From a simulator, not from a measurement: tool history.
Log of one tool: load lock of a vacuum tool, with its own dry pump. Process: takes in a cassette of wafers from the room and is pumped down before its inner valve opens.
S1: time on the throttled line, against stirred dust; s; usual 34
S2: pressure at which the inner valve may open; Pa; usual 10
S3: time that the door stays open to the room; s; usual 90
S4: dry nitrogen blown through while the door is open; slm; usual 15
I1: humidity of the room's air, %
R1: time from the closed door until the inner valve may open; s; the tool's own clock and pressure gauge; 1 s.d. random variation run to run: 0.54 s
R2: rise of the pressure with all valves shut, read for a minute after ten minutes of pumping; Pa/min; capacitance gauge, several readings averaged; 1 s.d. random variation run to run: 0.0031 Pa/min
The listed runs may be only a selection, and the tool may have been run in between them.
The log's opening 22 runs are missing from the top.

run,hour,S1,S2,S3,S4,I1,R1,R2
23,2372.4,34,10,56,42,44.4,77.6,0.078
24,2498.5,47,10,183,8,40.2,88.4,0.151
25,2602.1,47,16,183,8,46.3,84.7,0.159
26,2750,21,18,189,25,39.5,64.8,0.118
27,2905.1,34,10,30,36,48.6,78.6,0.08
28,3060.3,20,10,211,15,46,68.6,0.156
29,3169.4,50,10,207,34,46.2,89.6,0.137
30,3256.2,34,14,90,15,45,77.1,0.127
31,3332.8,61,11,94,15,46.6,98.1,0.133
32,3487.4,61,8,33,15,45.4,98,0.111
33,3594,22,12,89,6,46.8,69.2,0.15
34,3718.8,31,10,30,15,45.6,76.6,0.112
35,3801.5,21,11,30,30,43.7,68.7,0.104
36,3872.4,19,11,90,15,44.7,67.5,0.133

Alternative continuations, all from the tool just after run 36; predict every row:
A,4018.6,19,18,90,15,39.4,?,?
B,4018.6,21,11,121,30,44.5,?,?
C,4018.6,34,10,90,21,43.9,?,?

run,R1,R2
A,64.1,0.135
B,68.4,0.135
C,78,0.136
With the hidden condition removed and each run's random variation left untouched, the same runs would have given:
run,R1,R2
A,60.7,0.047
B,64.8,0.049
C,74.6,0.05
